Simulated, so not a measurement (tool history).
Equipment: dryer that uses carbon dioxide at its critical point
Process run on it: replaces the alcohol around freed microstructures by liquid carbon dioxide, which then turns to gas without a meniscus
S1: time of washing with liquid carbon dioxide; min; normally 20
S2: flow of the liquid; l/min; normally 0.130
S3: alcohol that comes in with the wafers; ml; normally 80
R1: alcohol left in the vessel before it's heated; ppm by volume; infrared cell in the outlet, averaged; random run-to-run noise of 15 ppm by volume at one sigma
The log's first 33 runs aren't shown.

run,hour,S1,S2,S3,R1
34,1380.9,20,0.120,47,1256
35,1417.4,17,0.199,110,502
36,1477.5,17,0.199,110,598
# hour 1490.2: inlet filter changed
37,1504.9,17,0.188,45,202
38,1561.9,17,0.153,93,1330
39,1613.3,17,0.153,93,1506
40,1640.9,20,0.130,53,962
41,1688.5,18,0.130,80,2543
42,1747.9,20,0.113,80,3133
# hour 1790.0: inlet filter changed
43,1796.3,29,0.144,70,100
44,1846.9,29,0.144,70,103
45,1876.0,29,0.144,70,115

4 ways to go on from here, each from the tool as it stands after run 45. What would each give?
# hour 1883.2: purifier's bed changed
A,1915.8,29,0.144,109,?
# hour 1883.2: purifier's bed changed
B,1915.8,31,0.087,80,?
# hour 1883.2: purifier's bed changed
C,1915.8,29,0.174,68,?
# hour 1883.2: purifier's bed changed
D,1915.8,29,0.144,23,?

run,R1
A,94
B,1200
C,14
D,24
The same runs, with their run-to-run variation unchanged, on a tool lacking any hidden condition would have given:
run,R1
A,58
B,888
C,8
D,15
